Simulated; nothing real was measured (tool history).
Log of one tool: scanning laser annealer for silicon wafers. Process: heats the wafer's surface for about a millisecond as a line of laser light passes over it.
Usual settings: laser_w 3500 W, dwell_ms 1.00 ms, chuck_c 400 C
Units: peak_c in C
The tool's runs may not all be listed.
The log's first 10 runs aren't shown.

run	hour	laser_w	dwell_ms	chuck_c	peak_c
11	400.7	3510	1.00	400	1213
12	449.2	3510	1.00	400	1216
13	475.0	3500	1.00	390	1202
14	499.8	3500	1.00	390	1204
15	531.4	3500	1.00	390	1203
16	575.0	3500	1.00	404	1218
17	603.5	3500	1.12	400	1266
18	634.5	3500	1.12	400	1262
19	658.2	3500	1.00	400	1209
20	691.8	3500	1.00	400	1212
21	719.8	3389	1.08	426	1241
22	769.1	3470	0.84	420	1148
23	820.3	3500	1.00	367	1178
24	874.8	3553	1.07	400	1259
25	917.3	3326	1.02	398	1171
26	966.4	3740	0.76	420	1172
27	1005.3	3785	0.98	420	1300
# hour 1024.6: window over the wafer cleaned
28	1055.6	3785	0.98	420	1302
29	1080.7	3785	0.77	420	1191
30	1135.2	3019	1.00	434	1116
31	1177.8	3766	1.08	379	1309
32	1218.7	3500	0.90	387	1151
33	1254.3	3500	0.90	387	1153

Forecast run 34:
34	1309.6	3500	0.90	387	?

Run 34 gave peak_c 1154 C.
Without the tool's hidden state the same run would have given peak_c 1154 C.

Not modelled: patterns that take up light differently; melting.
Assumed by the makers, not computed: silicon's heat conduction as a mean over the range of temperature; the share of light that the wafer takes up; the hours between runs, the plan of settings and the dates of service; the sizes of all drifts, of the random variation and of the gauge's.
